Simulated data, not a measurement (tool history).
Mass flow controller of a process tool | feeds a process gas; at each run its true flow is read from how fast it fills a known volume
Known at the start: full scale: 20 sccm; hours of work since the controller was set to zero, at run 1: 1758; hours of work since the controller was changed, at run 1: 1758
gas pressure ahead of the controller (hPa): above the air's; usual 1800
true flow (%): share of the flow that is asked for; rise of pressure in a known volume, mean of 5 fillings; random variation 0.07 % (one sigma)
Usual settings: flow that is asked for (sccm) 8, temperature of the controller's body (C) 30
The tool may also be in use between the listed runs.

run,hour,flow that is asked for (sccm),gas pressure ahead of the controller (hPa),temperature of the controller's body (C),hours of work since the controller was set to zero,hours of work since the controller was changed,true flow (%)
1,0.0,8,1800,30,1758,1758,99.57
2,118.1,8,2130,30,1805,1805,100.01
3,251.5,8,2130,30,1859,1859,99.95
4,339.6,8,1800,30,1894,1894,99.64
5,446.2,8,1800,30,1937,1937,99.69
6,522.1,8,1800,30,1967,1967,99.81
7,646.0,7,1800,30,2017,2017,99.67
8,801.0,8,1800,30,2079,2079,99.82
9,927.8,8,1800,30,2130,2130,99.82
10,1052.5,8,1800,30,2180,2180,99.76
11,1154.0,8,1800,30,2220,2220,99.88
12,1302.6,8,1800,30,2280,2280,99.78
13,1461.4,8,1800,30,2343,2343,99.93
14,1620.5,8,1800,30,2407,2407,99.87
15,1790.9,8,1570,30,2475,2475,99.60
16,1932.5,8,1570,30,2532,2532,99.68
17,2106.5,8,1570,30,2602,2602,99.78
18,2186.4,8,1570,30,2634,2634,99.83
19,2294.2,8,1570,30,2677,2677,99.79
20,2455.1,8,2340,30,2742,2742,100.26
21,2544.2,8,1800,30,2777,2777,99.88
22,2676.0,8,1800,30,2830,2830,100.14
23,2795.5,8,1800,30,2878,2878,99.99
24,2965.4,8,2730,30,2946,2946,100.76
25,3079.5,8,2730,30,2992,2992,100.80
26,3184.1,8,1850,30,3034,3034,100.05
27,3301.8,8,1850,30,3081,3081,100.25
28,3471.7,3,1460,27,3149,3149,100.22
29,3556.8,11,1740,24,3183,3183,99.70
30,3669.8,5,2650,27,3228,3228,100.65
31,3810.6,5,1990,32,3285,3285,100.57
32,3983.9,5,2120,40,3354,3354,101.48
33,4142.5,19,2010,20,3418,3418,100.20
34,4219.4,8,1940,31,3449,3449,100.59
35,4295.1,8,1940,31,3479,3479,100.55
36,4415.9,8,1590,35,3527,3527,100.57
37,4574.7,8,1800,23,3591,3591,99.74
38,4671.3,8,1800,23,3630,3630,99.65
39,4761.5,8,1800,23,3666,3666,99.70
40,4925.9,8,1800,23,3732,3732,99.60
41,5027.3,4,2150,22,3772,3772,100.18
42,5187.3,8,1800,22,3836,3836,99.68
43,5361.0,8,2230,22,3906,3906,99.98
44,5497.2,4,1530,25,3961,3961,100.23
45,5585.7,4,2270,21,3996,3996,100.38
46,5702.1,4,2270,21,4043,4043,100.43
47,5786.0,3,1800,30,4076,4076,101.37
48,5933.3,2,2720,25,4135,4135,102.72
49,6008.5,2,1800,22,4165,4165,101.69

Some steps in true flow (%) between neighbouring runs. How much of each would the tool show without its hidden state too (settings, what came in, random variation), and how much is left for the hidden state, with any gauge scatter that isn't in both results?
The hidden state here: flow at rest that the sensor doesn't see, % of full scale; true flow over the shown one, %; drift of the gauge itself on true_pct, %.
Run 27 -> 28: flow that is asked for (sccm) 8 -> 3, gas pressure ahead of the controller (hPa) 1850 -> 1460, temperature of the controller's body (C) 30 -> 27. true flow (%) -0.03: hidden state +1.17, all else -1.20.
Run 28 -> 29: flow that is asked for (sccm) 3 -> 11, gas pressure ahead of the controller (hPa) 1460 -> 1740, temperature of the controller's body (C) 27 -> 24. true flow (%) -0.52: hidden state -1.32, all else +0.80.
Run 32 -> 33: flow that is asked for (sccm) 5 -> 19, gas pressure ahead of the controller (hPa) 2120 -> 2010, temperature of the controller's body (C) 40 -> 20. true flow (%) -1.28: hidden state -0.84, all else -0.44.
Run 47 -> 48: flow that is asked for (sccm) 3 -> 2, gas pressure ahead of the controller (hPa) 1800 -> 2720, temperature of the controller's body (C) 30 -> 25. true flow (%) +1.35: hidden state +1.24, all else +0.11.
Run 48 -> 49: gas pressure ahead of the controller (hPa) 2720 -> 1800, temperature of the controller's body (C) 25 -> 22. true flow (%) -1.03: hidden state +0.02, all else -1.05.

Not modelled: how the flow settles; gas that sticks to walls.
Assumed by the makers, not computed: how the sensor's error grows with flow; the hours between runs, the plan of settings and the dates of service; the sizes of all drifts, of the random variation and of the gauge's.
